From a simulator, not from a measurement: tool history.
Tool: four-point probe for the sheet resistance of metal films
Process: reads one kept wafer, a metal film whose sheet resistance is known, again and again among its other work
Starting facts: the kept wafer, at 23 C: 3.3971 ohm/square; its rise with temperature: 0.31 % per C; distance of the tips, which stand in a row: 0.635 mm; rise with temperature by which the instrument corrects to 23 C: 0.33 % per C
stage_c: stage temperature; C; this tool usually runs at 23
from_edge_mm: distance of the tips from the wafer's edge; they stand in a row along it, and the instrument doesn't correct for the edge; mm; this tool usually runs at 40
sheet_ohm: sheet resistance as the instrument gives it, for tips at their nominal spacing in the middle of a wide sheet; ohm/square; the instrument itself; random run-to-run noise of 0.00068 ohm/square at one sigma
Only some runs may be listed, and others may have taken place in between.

run	hour	stage_c	from_edge_mm	sheet_ohm
1	0	23	40	3.399113
2	43.6	23	40	3.397885
3	83.1	23	40	3.39827
4	151.1	21	40	3.397673
5	200.7	21	40	3.39806
6	238.5	23	45	3.397895
7	274.9	23	12	3.401765
8	320.4	23	12	3.403144
9	359	19	40	3.400493
10	405.2	19	40	3.400568
11	471	19	40	3.399618
12	532.7	19	40	3.399159
13	570.5	19	40	3.398598
14	626.9	19	40	3.40159
15	671.7	19	40	3.40024
16	711.8	19	6	3.419587
17	770.2	19	6	3.419755
18	824.3	23	40	3.397958
19	880.9	23	40	3.396756
20	930.7	23	75	3.398361
21	991.7	32	70	3.394605
22	1023	32	70	3.393218
23	1070.1	32	70	3.393339
24	1108	26	44	3.396615
25	1169	26	44	3.396968

Run 26 comes next. What will it give?
# hour 1173.8: stage's thermometer calibrated
26	1230.9	28	54	?

Logged for run 26: sheet_ohm 3.396113 ohm/square.
If the tool had no hidden condition, the same run with the same run-to-run variation would have returned sheet_ohm 3.395653 ohm/square.
